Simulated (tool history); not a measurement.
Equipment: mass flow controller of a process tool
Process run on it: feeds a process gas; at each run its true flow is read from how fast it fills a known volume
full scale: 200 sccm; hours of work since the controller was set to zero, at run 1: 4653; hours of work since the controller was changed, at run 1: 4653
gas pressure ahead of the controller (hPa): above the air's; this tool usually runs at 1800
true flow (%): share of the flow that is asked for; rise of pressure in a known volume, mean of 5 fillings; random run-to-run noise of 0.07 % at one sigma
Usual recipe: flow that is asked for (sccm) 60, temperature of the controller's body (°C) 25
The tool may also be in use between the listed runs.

run	day	flow that is asked for (sccm)	gas pressure ahead of the controller (hPa)	temperature of the controller's body (°C)	hours of work since the controller was set to zero	hours of work since the controller was changed	true flow (%)
1	0	60	1800	25	4653	4653	99.78
2	3.104	60	1800	25	4693	4693	99.97
3	6.462	60	1800	25	4736	4736	99.8
4	11.488	60	1800	25	4800	4800	99.75
5	15.146	60	1800	25	4846	4846	99.78
6	17.846	60	1800	25	4881	4881	99.95
7	22.758	60	1800	25	4944	4944	99.83
8	25.067	60	1800	25	4973	4973	100.06
# day 25.338: controller's zero set anew
9	28.975	60	1800	29	46	5023	99.58
10	32.796	60	1800	30	95	5071	99.72
11	37.133	60	1800	25	151	5127	99.7
12	41.396	60	1800	25	205	5181	99.69
13	44.492	48	1800	25	244	5221	99.3
14	46.929	60	1800	24	276	5252	99.79
# day 50.725: controller's zero set anew, once more
15	52.021	60	1800	24	17	5317	101.01
16	56.292	60	2080	25	71	5371	101.11
17	60.212	60	1880	29	121	5421	100.89
18	62.329	60	1880	34	148	5448	100.84
19	66.808	98	1810	27	205	5505	101.58
20	71.458	98	1810	27	265	5565	101.68
21	73.708	48	2040	20	293	5593	100.99
22	78.846	60	1860	20	359	5659	101.24
23	83.842	60	1860	20	423	5723	101.35
24	86.421	60	1860	20	456	5756	101.32
25	89.362	136	2540	40	493	5793	102.28
26	92.329	43	2430	35	531	5831	100.83
27	96.317	43	2430	20	582	5882	101.12

Forecast each of these 4 alternatives for the next run:
A	99.254	60	1800	29	619	5919	?
B	99.254	60	1410	25	619	5919	?
C	99.254	136	1800	24	619	5919	?
D	99.254	60	1990	25	619	5919	?

run	true flow (%)
A	101.07
B	101.15
C	102.38
D	101.27
Without the tool's unlogged condition, the same runs would have read:
run	true flow (%)
A	97.63
B	97.7
C	98.88
D	97.83
